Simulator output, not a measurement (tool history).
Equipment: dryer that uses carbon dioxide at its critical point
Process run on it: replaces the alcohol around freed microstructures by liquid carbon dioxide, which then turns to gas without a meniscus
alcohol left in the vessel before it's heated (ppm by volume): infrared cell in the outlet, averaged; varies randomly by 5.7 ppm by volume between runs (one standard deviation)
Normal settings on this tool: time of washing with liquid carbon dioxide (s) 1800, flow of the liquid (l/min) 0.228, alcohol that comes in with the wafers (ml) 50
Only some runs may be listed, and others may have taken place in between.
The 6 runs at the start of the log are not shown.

run   hour  time of washing with liquid carbon dioxide (s)  flow of the liquid (l/min)  alcohol that comes in with the wafers (ml)  hours of work since the filter was changed  hours of work since the purifier's bed was changed  alcohol left in the vessel before it's heated (ppm by volume)
  7  155.8                                            1800                       0.228                                          71                                         440                                                 106                                                            537
  8  173.8                                            1800                       0.228                                          50                                         449                                                 115                                                            398
       187  -- inlet filter changed
  9  211.3                                            1800                       0.228                                          50                                          13                                                 134                                                            216
 10  247.3                                            1800                       0.228                                          40                                          31                                                 153                                                            183
 11  276.9                                            1800                       0.228                                          50                                          47                                                 168                                                            219
 12  307.3                                            1800                       0.228                                          50                                          63                                                 184                                                            239
 13    343                                            1920                       0.228                                          50                                          81                                                 203                                                            174
 14  371.6                                            1920                       0.228                                          50                                          96                                                 218                                                            201
 15  402.8                                            1800                       0.228                                          50                                         112                                                 234                                                            265
 16  436.5                                            1800                       0.228                                          50                                         130                                                 251                                                            268

Run 17 has not been measured yet. What should we expect?
 17  453.4                                            1800                       0.228                                          50                                         139                                                 260                                                              ?

alcohol left in the vessel before it's heated (ppm by volume): 282
With the hidden condition absent and the run-to-run variation left alone, this run would have shown alcohol left in the vessel before it's heated (ppm by volume) 180.
